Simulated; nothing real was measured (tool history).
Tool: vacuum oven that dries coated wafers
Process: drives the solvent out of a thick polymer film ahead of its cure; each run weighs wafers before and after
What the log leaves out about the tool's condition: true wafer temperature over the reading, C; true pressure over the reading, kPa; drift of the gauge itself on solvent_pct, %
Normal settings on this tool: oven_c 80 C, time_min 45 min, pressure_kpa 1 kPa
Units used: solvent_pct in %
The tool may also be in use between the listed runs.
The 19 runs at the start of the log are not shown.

run     day  oven_c  time_min  pressure_kpa  hours of work since the thermocouples were calibrated  hours of work since the vacuum gauge was cleaned of residue  solvent_pct
 20  49.208      80        45          1.52                                                    240                                                         1197          3.2
 21  51.596      80        45          1.52                                                    276                                                         1233          3.2
 22  53.562      80        45          1.52                                                    305                                                         1262         3.28
 23  56.529      80        45          1.52                                                    350                                                         1307         3.27
 24  59.888      89        70           0.7                                                    400                                                         1357         0.59
 25  62.979      80        26          3.11                                                    446                                                         1403          5.7
 26  65.562      80        59          1.06                                                    485                                                         1442         2.39
 27  68.029      76        45          0.69                                                    522                                                         1479          4.3

Run 28 is up next; what results do you expect?
 28  70.358      85        69          0.69                                                    557                                                         1514            ?

solvent_pct: 0.93 %
With no hidden state in the tool, this same run would have given solvent_pct 0.68 %.
